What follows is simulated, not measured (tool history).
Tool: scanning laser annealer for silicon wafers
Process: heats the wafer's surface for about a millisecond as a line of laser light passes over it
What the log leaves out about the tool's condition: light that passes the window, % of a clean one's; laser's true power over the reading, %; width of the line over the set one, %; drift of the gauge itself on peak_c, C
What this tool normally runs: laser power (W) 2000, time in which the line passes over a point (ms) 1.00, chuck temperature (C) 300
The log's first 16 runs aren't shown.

run	hour	laser power (W)	time in which the line passes over a point (ms)	chuck temperature (C)	hours of work since the window was cleaned	hours of work since the power meter was calibrated	hours of work since the optics were aligned	highest temperature of the surface (C)
17	255.8	2040	0.89	300	260	402	938	947
18	275.2	1784	1.00	300	269	411	947	883
19	285.7	1784	1.00	300	274	415	952	881
20	300.3	2022	1.00	296	281	422	958	967
21	311.8	1934	1.00	261	286	427	964	900
22	331.0	2197	1.09	300	295	436	973	1071
23	341.9	2197	1.09	326	300	441	978	1096
24	353.5	2197	1.09	326	305	447	983	1091
25	366.7	2030	0.84	339	311	453	989	961
26	378.9	2166	1.14	285	317	458	995	1054
27	397.8	2166	1.14	285	326	467	1003	1049
28	407.6	2126	1.21	322	330	472	1008	1095
# hour 430.5: window over the wafer cleaned
29	430.5	1896	0.73	273	0	481	1017	844
30	450.7	1896	0.73	273	9	490	1027	843
31	460.8	1768	1.23	264	14	495	1031	929
32	476.5	2181	0.85	286	21	502	1039	1005
33	492.1	2157	1.00	335	28	510	1046	1103

Consider 3 possible next runs. They are alternatives, not a sequence: every one starts from the tool as it was left by run 33. What does each give?
A	504.4	1830	0.83	322	34	515	1051	?
B	504.4	2000	1.00	311	34	515	1051	?
C	504.4	1847	0.95	335	34	515	1051	?

run	highest temperature of the surface (C)
A	898
B	1007
C	956
With the hidden condition removed and each run's random variation left untouched, the same runs would have given:
run	highest temperature of the surface (C)
A	916
B	1029
C	976
